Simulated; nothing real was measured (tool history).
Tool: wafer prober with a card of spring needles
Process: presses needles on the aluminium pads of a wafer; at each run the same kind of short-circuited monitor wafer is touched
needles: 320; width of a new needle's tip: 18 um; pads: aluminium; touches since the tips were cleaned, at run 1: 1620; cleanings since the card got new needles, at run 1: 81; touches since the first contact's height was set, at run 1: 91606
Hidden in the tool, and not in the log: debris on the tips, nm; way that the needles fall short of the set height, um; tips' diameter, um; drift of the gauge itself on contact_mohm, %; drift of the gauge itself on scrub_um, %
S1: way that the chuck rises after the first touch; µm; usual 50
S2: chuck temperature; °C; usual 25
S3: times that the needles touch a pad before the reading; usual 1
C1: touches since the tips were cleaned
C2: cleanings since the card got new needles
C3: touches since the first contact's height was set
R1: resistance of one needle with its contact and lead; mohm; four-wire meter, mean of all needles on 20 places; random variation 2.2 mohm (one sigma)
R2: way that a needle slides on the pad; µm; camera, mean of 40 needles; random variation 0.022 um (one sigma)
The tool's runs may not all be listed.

run   hour  S1  S2  S3    C1   C2      C3   R1    R2
  1    0.0  50  25   1  1620   81   91606  238  6.89
       5.8  -- tips cleaned on abrasive film
      15.5  -- tips cleaned on abrasive film
      24.3  -- tips cleaned on abrasive film
  2   24.4  50  25   1    78   84  107729  239  6.85
      33.5  -- tips cleaned on abrasive film
      43.3  -- tips cleaned on abrasive film
  3   45.9  50  25   1  1784   86  122012  236  6.89
      52.8  -- tips cleaned on abrasive film
      61.5  -- tips cleaned on abrasive film
  4   67.0  50  25   1  3665   88  135996  242  6.88
      69.3  -- height of the first contact set anew
      71.5  -- tips cleaned on abrasive film
      80.9  -- tips cleaned on abrasive film
      89.9  -- tips cleaned on abrasive film
  5   92.8  50  25   1  1965   91   15504  241  6.90
      98.3  -- tips cleaned on abrasive film
  6  106.2  50  25   1  5310   92   24421  239  6.89
     107.8  -- tips cleaned on abrasive film
     116.1  -- tips cleaned on abrasive film
  7  117.2  50  25   1   727   94   31655  242  6.84
     126.1  -- tips cleaned on abrasive film
     134.6  -- tips cleaned on abrasive film
  8  136.6  50  89   1  1355   96   44497  256  6.86
     143.5  -- tips cleaned on abrasive film
  9  147.7  50  89   1  2779   97   51827  257  6.89
     151.9  -- tips cleaned on abrasive film
 10  159.5  50  89   1  5080   98   59705  259  6.88
     160.9  -- tips cleaned on abrasive film
     170.7  -- tips cleaned on abrasive film
 11  177.5  50  89   1  4507  100   71591  257  6.88
     179.6  -- tips cleaned on abrasive film
     188.4  -- tips cleaned on abrasive film
 12  188.9  42  55   3   337  102   79083  251  5.76
     197.7  -- tips cleaned on abrasive film
     207.5  -- tips cleaned on abrasive film
 13  210.3  68  59   1  1912  104   93322  244  9.34
     215.7  -- tips cleaned on abrasive film
     224.4  -- tips cleaned on abrasive film
 14  226.9  32  59   1  1684  106  104298  254  4.43

The next listed run, before its measurement:
     233.2  -- tips cleaned on abrasive film
     241.9  -- tips cleaned on abrasive film
 15  242.7  32  59   1  488  108  114695   ?   ?

{"run 15": {"R1": 254, "R2": 4.43}}
Without the tool's hidden state the same run would have given R1 254 mohm, R2 4.43 µm.
